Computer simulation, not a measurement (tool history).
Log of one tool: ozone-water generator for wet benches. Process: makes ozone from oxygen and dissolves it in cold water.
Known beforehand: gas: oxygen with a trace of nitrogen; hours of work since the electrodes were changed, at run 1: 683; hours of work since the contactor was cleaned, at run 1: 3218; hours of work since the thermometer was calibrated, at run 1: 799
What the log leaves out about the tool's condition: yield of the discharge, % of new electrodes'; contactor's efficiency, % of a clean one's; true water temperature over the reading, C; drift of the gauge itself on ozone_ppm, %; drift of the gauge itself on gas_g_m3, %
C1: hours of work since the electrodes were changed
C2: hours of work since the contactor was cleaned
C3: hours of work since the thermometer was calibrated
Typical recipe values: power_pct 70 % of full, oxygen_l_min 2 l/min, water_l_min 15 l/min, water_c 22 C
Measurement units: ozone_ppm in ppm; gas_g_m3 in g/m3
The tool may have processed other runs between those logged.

Run 1, hour 0: usual settings; C1 683; C2 3218; C3 799. Result: ozone_ppm 15.8 ppm, gas_g_m3 233.3 g/m3.
Run 2, hour 49.2: usual settings; C1 719; C2 3255; C3 836. Result: ozone_ppm 16.2 ppm, gas_g_m3 232.1 g/m3.
Run 3, hour 100.3: usual settings; C1 757; C2 3293; C3 874. Result: ozone_ppm 16.1 ppm, gas_g_m3 231.3 g/m3.
Run 4, hour 152.9: usual settings but oxygen_l_min 1.38 l/min; C1 797; C2 3332; C3 913. Result: ozone_ppm 14.5 ppm, gas_g_m3 271.9 g/m3.
Run 5, hour 216.4: usual settings but water_l_min 14 l/min; C1 844; C2 3380; C3 961. Result: ozone_ppm 17.2 ppm, gas_g_m3 230.8 g/m3.
Run 6, hour 307.1: usual settings but oxygen_l_min 2.06 l/min; C1 912; C2 3447; C3 1029. Result: ozone_ppm 16.2 ppm, gas_g_m3 227.7 g/m3.
Run 7, hour 398.7: usual settings but oxygen_l_min 2.06 l/min; C1 980; C2 3516; C3 1097. Result: ozone_ppm 16.2 ppm, gas_g_m3 230.4 g/m3.
Run 8, hour 493.3: usual settings but oxygen_l_min 2.06 l/min; C1 1051; C2 3586; C3 1168. Result: ozone_ppm 16 ppm, gas_g_m3 227.7 g/m3.
Run 9, hour 563.7: usual settings but power_pct 58 % of full; C1 1103; C2 3639; C3 1220. Result: ozone_ppm 14.4 ppm, gas_g_m3 209.6 g/m3.
Run 10, hour 640.1: usual settings but power_pct 58 % of full; C1 1160; C2 3696; C3 1277. Result: ozone_ppm 14.3 ppm, gas_g_m3 207.7 g/m3.
Run 11, hour 737: usual settings but power_pct 58 % of full; C1 1233; C2 3768; C3 1349. Result: ozone_ppm 14.1 ppm, gas_g_m3 208 g/m3.
Run 12, hour 779.1: usual settings but power_pct 58 % of full; C1 1264; C2 3800; C3 1381. Result: ozone_ppm 14.4 ppm, gas_g_m3 207 g/m3.
Run 13, hour 865.4: usual settings but oxygen_l_min 1.87 l/min; C1 1329; C2 3864; C3 1445. Result: ozone_ppm 15.3 ppm, gas_g_m3 235 g/m3.
Run 14, hour 940.7: usual settings but power_pct 79 % of full, oxygen_l_min 1.42 l/min, water_l_min 12 l/min; C1 1385; C2 3920; C3 1502. Result: ozone_ppm 18.6 ppm, gas_g_m3 279.2 g/m3.
Run 15, hour 1034.9: usual settings but power_pct 79 % of full, oxygen_l_min 1.42 l/min, water_l_min 12 l/min; C1 1455; C2 3991; C3 1572. Result: ozone_ppm 18.7 ppm, gas_g_m3 277.9 g/m3.
Run 16, hour 1075.4: usual settings but power_pct 83 % of full, oxygen_l_min 1.41 l/min, water_l_min 13 l/min, water_c 19 C; C1 1485; C2 4021; C3 1602. Result: ozone_ppm 18.1 ppm, gas_g_m3 285.6 g/m3.
Run 17, hour 1130.4: usual settings but power_pct 47 % of full, oxygen_l_min 2.56 l/min, water_l_min 14 l/min, water_c 18 C; C1 1526; C2 4062; C3 1643. Result: ozone_ppm 15 ppm, gas_g_m3 167.6 g/m3.
Run 18, hour 1189.4: usual settings but power_pct 47 % of full, oxygen_l_min 2.56 l/min, water_l_min 14 l/min, water_c 18 C; C1 1571; C2 4106; C3 1687. Result: ozone_ppm 14.9 ppm, gas_g_m3 164.5 g/m3.
Run 19, hour 1283.1: usual settings but oxygen_l_min 3.05 l/min; C1 1641; C2 4176; C3 1757. Result: ozone_ppm 17 ppm, gas_g_m3 186.6 g/m3.
Run 20, hour 1354: usual settings but power_pct 78 % of full; C1 1693; C2 4229; C3 1810. Result: ozone_ppm 16.3 ppm, gas_g_m3 238.5 g/m3.

Consider 4 possible next runs. They are alternatives, not a sequence: every one starts from the tool as it was left by run 20. What does each give?
Run A, hour 1434.1: usual settings but oxygen_l_min 2.62 l/min, water_l_min 19 l/min; C1 1753; C2 4289; C3 1870. Result: ozone_ppm ?, gas_g_m3 ?.
Run B, hour 1434.1: usual settings but power_pct 84 % of full, oxygen_l_min 2.59 l/min, water_c 24 C; C1 1753; C2 4289; C3 1870. Result: ozone_ppm ?, gas_g_m3 ?.
Run C, hour 1434.1: usual settings but power_pct 88 % of full, water_l_min 22 l/min; C1 1753; C2 4289; C3 1870. Result: ozone_ppm ?, gas_g_m3 ?.
Run D, hour 1434.1: usual settings but power_pct 71 % of full; C1 1753; C2 4289; C3 1870. Result: ozone_ppm ?, gas_g_m3 ?.

run  ozone_ppm  gas_g_m3
  A       13.4     198.2
  B       17.5     220.6
  C         12     252.3
  D       15.7     225.2
Take away the tool's hidden state, keep each run's random variation, and the runs would have read:
run  ozone_ppm  gas_g_m3
  A       14.8     212.7
  B       19.4     238.4
  C       13.4     273.1
  D       17.3     241.8
